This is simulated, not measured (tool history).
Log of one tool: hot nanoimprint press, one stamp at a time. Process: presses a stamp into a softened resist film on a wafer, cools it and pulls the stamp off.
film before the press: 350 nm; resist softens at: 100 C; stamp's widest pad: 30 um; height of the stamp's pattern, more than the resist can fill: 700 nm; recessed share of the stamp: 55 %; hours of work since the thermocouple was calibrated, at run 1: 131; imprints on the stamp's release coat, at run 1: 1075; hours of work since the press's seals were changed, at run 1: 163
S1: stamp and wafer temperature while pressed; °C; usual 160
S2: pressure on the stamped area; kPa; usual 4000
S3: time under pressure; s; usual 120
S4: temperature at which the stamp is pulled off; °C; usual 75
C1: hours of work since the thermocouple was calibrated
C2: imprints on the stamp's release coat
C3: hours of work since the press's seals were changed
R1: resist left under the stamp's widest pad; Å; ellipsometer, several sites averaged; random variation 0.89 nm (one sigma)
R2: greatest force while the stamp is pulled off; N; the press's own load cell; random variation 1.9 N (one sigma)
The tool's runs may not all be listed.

run,hour,S1,S2,S3,S4,C1,C2,C3,R1,R2
1,0.0,160,4000,120,75,131,1075,163,1234,210
2,10.1,160,2750,120,75,137,1113,169,1529,205
3,22.4,156,4000,120,75,144,1159,176,1502,206
4,29.6,156,4000,120,75,148,1186,180,1500,208
5,36.5,156,4000,120,75,152,1212,184,1505,203
6,48.1,156,4000,120,75,159,1255,190,1488,210
7,61.4,160,4000,169,75,166,1304,198,1108,208
8,68.9,160,4000,169,75,170,1332,202,1101,207
9,78.7,160,4000,169,75,176,1369,207,1107,206
10,84.3,160,4000,169,75,179,1390,211,1105,207
11,91.1,160,4000,169,75,183,1415,214,1095,207
12,100.0,160,4000,169,75,188,1448,219,1109,206
13,112.5,160,4000,169,75,195,1495,226,1096,207
14,123.3,160,4000,120,69,201,1535,233,1233,238
15,131.8,160,4000,120,71,206,1567,237,1228,229
16,137.6,160,4000,120,71,209,1589,241,1226,228
17,148.9,160,4000,120,71,216,1631,247,1229,227
18,156.6,159,2830,120,75,220,1660,251,1572,206
19,163.2,159,2830,120,75,224,1684,255,1586,210
20,173.9,160,4000,120,62,230,1724,261,1241,278
21,182.8,160,4000,120,62,235,1757,266,1229,272
22,191.7,160,3150,79,77,240,1791,271,1636,196
# hour 202.9: stamp cleaned and given a new release coat
23,207.2,160,3150,79,73,245,16,277,1625,214
24,213.1,160,4000,89,70,249,38,280,1362,229
25,225.3,160,5060,89,67,255,84,287,1195,249
26,232.3,160,4000,74,81,259,110,291,1455,173
27,238.9,160,4000,74,81,263,134,295,1440,171
28,251.1,160,3450,120,75,270,180,301,1352,204
29,262.5,165,3450,223,75,276,222,308,855,208
30,273.7,160,4000,120,70,283,264,314,1230,231

Forecast each of these 4 alternatives for the next run:
A,280.2,163,3100,120,72,286,288,318,?,?
B,280.2,160,4800,120,70,286,288,318,?,?
C,280.2,149,3170,204,70,286,288,318,?,?
D,280.2,160,4000,129,76,286,288,318,?,?

run,R1,R2
A,1221,222
B,1115,232
C,2046,232
D,1209,202
Without the tool's hidden state the same runs would have given:
run,R1,R2
A,1224,222
B,1119,232
C,2052,232
D,1213,202
